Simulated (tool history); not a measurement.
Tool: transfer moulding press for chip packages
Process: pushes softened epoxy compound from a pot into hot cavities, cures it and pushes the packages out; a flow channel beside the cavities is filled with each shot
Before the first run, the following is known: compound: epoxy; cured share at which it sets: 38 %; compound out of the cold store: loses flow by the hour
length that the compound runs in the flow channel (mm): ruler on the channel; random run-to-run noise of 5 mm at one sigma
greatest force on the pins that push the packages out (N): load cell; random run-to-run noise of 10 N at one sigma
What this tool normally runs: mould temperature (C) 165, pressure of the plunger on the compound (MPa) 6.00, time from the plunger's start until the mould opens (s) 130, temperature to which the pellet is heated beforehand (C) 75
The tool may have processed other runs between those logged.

run	day	mould temperature (C)	pressure of the plunger on the compound (MPa)	time from the plunger's start until the mould opens (s)	temperature to which the pellet is heated beforehand (C)	incoming compound's hours out of the cold store	length that the compound runs in the flow channel (mm)	greatest force on the pins that push the packages out (N)
1	0.000	165	6.00	130	75	31.8	780	646
2	2.046	165	6.00	130	72	32.9	777	509
3	4.425	165	6.00	130	75	11.9	818	780
4	6.367	165	6.00	130	75	14.3	866	654
5	7.838	165	6.00	130	75	29.6	839	760
6	9.525	165	6.00	130	75	19.0	860	657
7	12.342	165	6.00	130	75	36.5	812	621
8	15.458	165	6.00	130	75	47.9	775	593
9	18.254	172	6.00	130	75	15.1	812	519
10	21.212	165	6.00	130	65	20.6	824	561
11	23.196	165	6.00	130	65	25.2	815	716
12	25.308	165	6.00	125	75	24.5	803	673
13	27.075	165	6.00	125	75	27.8	801	521
14	29.808	165	6.00	130	77	18.8	805	771
15	32.021	162	5.25	130	71	33.8	746	794
16	34.604	162	5.25	130	71	11.2	786	763
17	36.896	162	5.25	130	71	40.8	726	630
18	38.212	160	5.25	139	69	37.7	743	799
19	40.792	171	4.82	167	82	33.3	714	579
20	43.812	171	6.89	120	82	20.5	870	573
21	45.075	165	4.65	154	65	9.3	769	681
22	47.788	164	4.65	118	84	28.9	720	812
23	50.908	163	6.00	130	75	26.8	833	732
24	53.192	165	6.00	159	78	33.3	803	578
25	55.096	165	6.00	135	78	37.0	784	428
26	56.754	165	6.06	135	78	47.8	763	637

The log once held 21 entries between its listed runs, left out of this copy. Where does each go, and what is different about the tool's unlogged condition between the listed run before it and the listed run after it?
Between runs 1 and 2: cavities cleaned with cleaning compound and waxed (day 1.692)
  true mould temperature over the reading, C: 0.19 -> 0.25; pressure that reaches the compound, % of what is set: 87.95 -> 87.15; grip of the stained cavities, % over clean ones': 40.6 -> 13.8
  measured minus no-state result, length that the compound runs in the flow channel (mm): -53 -> -56; greatest force on the pins that push the packages out (N): +184 -> +59
Between runs 3 and 4: cavities cleaned with cleaning compound and waxed (day 4.867); plunger's sealing rings changed (day 5.408)
  true mould temperature over the reading, C: 0.33 -> 0.38; pressure that reaches the compound, % of what is set: 86.16 -> 99.46; grip of the stained cavities, % over clean ones': 62.5 -> 41.1
  measured minus no-state result, length that the compound runs in the flow channel (mm): -65 -> -5; greatest force on the pins that push the packages out (N): +291 -> +185
Between runs 5 and 6: cavities cleaned with cleaning compound and waxed (day 8.100)
  true mould temperature over the reading, C: 0.42 -> 0.47; pressure that reaches the compound, % of what is set: 98.82 -> 98.15; grip of the stained cavities, % over clean ones': 62.9 -> 43.7
  measured minus no-state result, length that the compound runs in the flow channel (mm): -8 -> -11; greatest force on the pins that push the packages out (N): +286 -> +192
Between runs 6 and 7: cavities cleaned with cleaning compound and waxed (day 11.254)
  true mould temperature over the reading, C: 0.47 -> 0.55; pressure that reaches the compound, % of what is set: 98.15 -> 96.94; grip of the stained cavities, % over clean ones': 43.7 -> 35.5
  measured minus no-state result, length that the compound runs in the flow channel (mm): -11 -> -16; greatest force on the pins that push the packages out (N): +192 -> +156
Between runs 7 and 8: cavities cleaned with cleaning compound and waxed (day 14.417)
  true mould temperature over the reading, C: 0.55 -> 0.64; pressure that reaches the compound, % of what is set: 96.94 -> 95.59; grip of the stained cavities, % over clean ones': 35.5 -> 35.9
  measured minus no-state result, length that the compound runs in the flow channel (mm): -16 -> -22; greatest force on the pins that push the packages out (N): +156 -> +148
Between runs 8 and 9: cavities cleaned with cleaning compound and waxed (day 17.567)
  true mould temperature over the reading, C: 0.64 -> 0.72; pressure that reaches the compound, % of what is set: 95.59 -> 94.42; grip of the stained cavities, % over clean ones': 35.9 -> 26
  measured minus no-state result, length that the compound runs in the flow channel (mm): -22 -> -27; greatest force on the pins that push the packages out (N): +148 -> +106
Between runs 9 and 10: cavities cleaned with cleaning compound and waxed (day 20.662)
  true mould temperature over the reading, C: 0.72 -> 0.81; pressure that reaches the compound, % of what is set: 94.42 -> 93.11; grip of the stained cavities, % over clean ones': 26 -> 19.8
  measured minus no-state result, length that the compound runs in the flow channel (mm): -27 -> -35; greatest force on the pins that push the packages out (N): +106 -> +79
Between runs 11 and 12: cavities cleaned with cleaning compound and waxed (day 23.804)
  true mould temperature over the reading, C: 0.88 -> 0.94; pressure that reaches the compound, % of what is set: 92.26 -> 91.39; grip of the stained cavities, % over clean ones': 59.6 -> 43
  measured minus no-state result, length that the compound runs in the flow channel (mm): -39 -> -42; greatest force on the pins that push the packages out (N): +252 -> +185
Between runs 12 and 13: cavities cleaned with cleaning compound and waxed (day 26.921)
  true mould temperature over the reading, C: 0.94 -> 0.98; pressure that reaches the compound, % of what is set: 91.39 -> 90.62; grip of the stained cavities, % over clean ones': 43 -> 8.2
  measured minus no-state result, length that the compound runs in the flow channel (mm): -42 -> -46; greatest force on the pins that push the packages out (N): +185 -> +21
Between runs 14 and 15: cavities cleaned with cleaning compound and waxed (day 30.083); mould's thermocouples calibrated (day 30.467)
  true mould temperature over the reading, C: 1.07 -> 0.31; pressure that reaches the compound, % of what is set: 89.49 -> 88.63; grip of the stained cavities, % over clean ones': 63.6 -> 50.7
  measured minus no-state result, length that the compound runs in the flow channel (mm): -53 -> -49; greatest force on the pins that push the packages out (N): +285 -> +258
Between runs 15 and 16: cavities cleaned with cleaning compound and waxed (day 33.229)
  true mould temperature over the reading, C: 0.31 -> 0.38; pressure that reaches the compound, % of what is set: 88.63 -> 87.63; grip of the stained cavities, % over clean ones': 50.7 -> 41.3
  measured minus no-state result, length that the compound runs in the flow channel (mm): -49 -> -56; greatest force on the pins that push the packages out (N): +258 -> +212
Between runs 16 and 17: cavities cleaned with cleaning compound and waxed (day 36.250)
  true mould temperature over the reading, C: 0.38 -> 0.44; pressure that reaches the compound, % of what is set: 87.63 -> 86.75; grip of the stained cavities, % over clean ones': 41.3 -> 23.6
  measured minus no-state result, length that the compound runs in the flow channel (mm): -56 -> -56; greatest force on the pins that push the packages out (N): +212 -> +109
Between runs 18 and 19: plunger's sealing rings changed (day 38.738); cavities cleaned with cleaning compound and waxed (day 39.496)
  true mould temperature over the reading, C: 0.48 -> 0.56; pressure that reaches the compound, % of what is set: 86.23 -> 98.87; grip of the stained cavities, % over clean ones': 51.8 -> 40.6
  measured minus no-state result, length that the compound runs in the flow channel (mm): -61 -> -7; greatest force on the pins that push the packages out (N): +258 -> +166
Between runs 19 and 20: cavities cleaned with cleaning compound and waxed (day 42.542)
  true mould temperature over the reading, C: 0.56 -> 0.64; pressure that reaches the compound, % of what is set: 98.87 -> 97.61; grip of the stained cavities, % over clean ones': 40.6 -> 38.1
  measured minus no-state result, length that the compound runs in the flow channel (mm): -7 -> -15; greatest force on the pins that push the packages out (N): +166 -> +156
Between runs 21 and 22: cavities cleaned with cleaning compound and waxed (day 45.638)
  true mould temperature over the reading, C: 0.68 -> 0.76; pressure that reaches the compound, % of what is set: 97.07 -> 95.9; grip of the stained cavities, % over clean ones': 59 -> 55.8
  measured minus no-state result, length that the compound runs in the flow channel (mm): -15 -> -20; greatest force on the pins that push the packages out (N): +249 -> +268
Between runs 22 and 23: cavities cleaned with cleaning compound and waxed (day 48.879)
  true mould temperature over the reading, C: 0.76 -> 0.85; pressure that reaches the compound, % of what is set: 95.9 -> 94.61; grip of the stained cavities, % over clean ones': 55.8 -> 52.6
  measured minus no-state result, length that the compound runs in the flow channel (mm): -20 -> -28; greatest force on the pins that push the packages out (N): +268 -> +233
Between runs 23 and 24: cavities cleaned with cleaning compound and waxed (day 52.004)
  true mould temperature over the reading, C: 0.85 -> 0.92; pressure that reaches the compound, % of what is set: 94.61 -> 93.66; grip of the stained cavities, % over clean ones': 52.6 -> 36.1
  measured minus no-state result, length that the compound runs in the flow channel (mm): -28 -> -32; greatest force on the pins that push the packages out (N): +233 -> +150
Between runs 24 and 25: cavities cleaned with cleaning compound and waxed (day 55.096)
  true mould temperature over the reading, C: 0.92 -> 0.97; pressure that reaches the compound, % of what is set: 93.66 -> 92.9; grip of the stained cavities, % over clean ones': 36.1 -> 1.4
  measured minus no-state result, length that the compound runs in the flow channel (mm): -32 -> -35; greatest force on the pins that push the packages out (N): +150 -> -4
